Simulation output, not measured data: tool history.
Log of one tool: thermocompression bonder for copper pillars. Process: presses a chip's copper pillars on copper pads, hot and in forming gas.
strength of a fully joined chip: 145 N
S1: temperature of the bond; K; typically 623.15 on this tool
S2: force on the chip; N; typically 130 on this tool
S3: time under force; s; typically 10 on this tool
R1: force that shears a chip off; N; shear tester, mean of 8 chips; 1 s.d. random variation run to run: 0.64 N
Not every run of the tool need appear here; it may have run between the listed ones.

run	day	S1	S2	S3	R1
1	0.000	623.15	130	10	66.4
2	0.342	623.15	130	10	66.5
3	1.017	623.15	130	10	66.9
4	1.421	623.15	130	10	65.8
5	1.738	623.15	130	10	65.4
6	2.171	623.15	130	10	66.3
7	2.879	623.15	130	10	66.4
8	3.642	623.15	130	10	65.6
9	4.129	623.15	130	10	65.3
10	4.808	623.15	130	10	65.6
11	5.333	623.15	130	8	59.8
12	5.833	649.15	150	10	90.2
13	6.404	649.15	150	10	90.6
14	6.796	649.15	191	10	104.1
15	7.438	620.15	191	7	74.4

Measured minus without-hidden-state, run by run (identical run-to-run variation in each term; gauge scatter may differ):
The tool's hidden condition here consists of: true temperature of the bond over the reading, C; force that reaches the chip, % of what is set; oxide that the forming gas leaves, % of the face; drift of the gauge itself on shear_n, %.
run	R1
1	-0.4
2	-0.5
3	-0.7
4	-0.8
5	-0.9
6	-1.0
7	-1.2
8	-1.5
9	-1.6
10	-1.8
11	-1.7
12	-3.6
13	-3.8
14	-5.1
15	-3.2
